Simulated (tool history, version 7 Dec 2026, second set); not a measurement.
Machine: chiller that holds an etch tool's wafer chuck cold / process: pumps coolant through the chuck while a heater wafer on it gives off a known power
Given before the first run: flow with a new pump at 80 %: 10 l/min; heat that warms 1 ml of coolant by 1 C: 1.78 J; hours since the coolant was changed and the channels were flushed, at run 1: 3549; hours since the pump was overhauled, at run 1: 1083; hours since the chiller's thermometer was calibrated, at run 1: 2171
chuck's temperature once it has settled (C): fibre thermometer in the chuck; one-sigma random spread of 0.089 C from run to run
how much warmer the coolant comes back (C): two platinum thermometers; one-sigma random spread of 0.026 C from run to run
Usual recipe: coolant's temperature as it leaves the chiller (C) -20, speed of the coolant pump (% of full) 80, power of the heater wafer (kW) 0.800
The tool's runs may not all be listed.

| run | day | coolant's temperature as it leaves the chiller (C) | speed of the coolant pump (% of full) | power of the heater wafer (kW) | hours since the coolant was changed and the channels were flushed | hours since the pump was overhauled | hours since the chiller's thermometer was calibrated | chuck's temperature once it has settled (C) | how much warmer the coolant comes back (C) |
|---|---|---|---|---|---|---|---|---|---|
| 1 | 0.000 | -20 | 80 | 0.800 | 3549 | 1083 | 2171 | -11.86 | 2.73 |
| 2 | 3.250 | -20 | 80 | 0.581 | 3627 | 1161 | 2249 | -13.96 | 2.02 |
| 3 | 7.992 | -24 | 80 | 0.800 | 3741 | 1275 | 2362 | -15.79 | 2.81 |
|  | 11.479 | chiller's thermometer calibrated |
| 4 | 11.575 | -24 | 80 | 0.800 | 3826 | 1360 | 2 | -15.49 | 2.75 |
| 5 | 15.571 | -20 | 80 | 0.800 | 3922 | 1456 | 98 | -11.49 | 2.81 |
| 6 | 19.158 | -20 | 80 | 0.800 | 4008 | 1542 | 184 | -11.48 | 2.73 |
| 7 | 21.454 | -20 | 80 | 0.993 | 4063 | 1597 | 239 | -9.64 | 3.49 |
| 8 | 26.271 | -20 | 80 | 0.993 | 4178 | 1713 | 355 | -9.68 | 3.41 |
| 9 | 30.758 | -20 | 80 | 0.993 | 4286 | 1821 | 463 | -9.64 | 3.44 |
|  | 33.475 | chiller's thermometer calibrated, once more |
| 10 | 35.083 | -20 | 80 | 0.993 | 4389 | 1923 | 39 | -9.97 | 3.47 |
| 11 | 38.317 | -20 | 80 | 0.993 | 4467 | 2001 | 116 | -10.14 | 3.47 |
| 12 | 41.225 | -20 | 80 | 0.993 | 4536 | 2071 | 186 | -9.97 | 3.49 |
| 13 | 43.538 | -20 | 94 | 0.534 | 4592 | 2126 | 242 | -15.06 | 1.60 |
| 14 | 47.808 | -15 | 79 | 0.625 | 4694 | 2229 | 344 | -8.57 | 2.22 |
| 15 | 51.471 | -15 | 79 | 0.625 | 4782 | 2317 | 432 | -8.44 | 2.21 |
| 16 | 54.312 | -14 | 90 | 0.673 | 4851 | 2385 | 500 | -7.60 | 2.13 |
| 17 | 56.488 | -24 | 68 | 1.030 | 4903 | 2437 | 552 | -12.20 | 4.28 |

Across each entry between runs, compare the hidden state at the last listed run before it with the hidden state at the first listed run after it:
In the gap between runs 3 and 4: chiller's thermometer calibrated (day 11.479)
  heat passed by the chuck's channels, % of clean ones': 93.1 -> 93; flow at a given pump speed, % of a new pump's: 97.6 -> 97.5; coolant's true temperature over the reading, C: 0.35 -> 0.48
  difference, measured minus the result without the unlogged condition, chuck's temperature once it has settled (C): +0.93 -> +1.07; how much warmer the coolant comes back (C): +0.07 -> +0.07
In the gap between runs 9 and 10: chiller's thermometer calibrated, once more (day 33.475)
  heat passed by the chuck's channels, % of clean ones': 92.2 -> 92; flow at a given pump speed, % of a new pump's: 96.7 -> 96.5; coolant's true temperature over the reading, C: 0.54 -> 0.01
  difference, measured minus the result without the unlogged condition, chuck's temperature once it has settled (C): +1.40 -> +0.89; how much warmer the coolant comes back (C): +0.12 -> +0.13
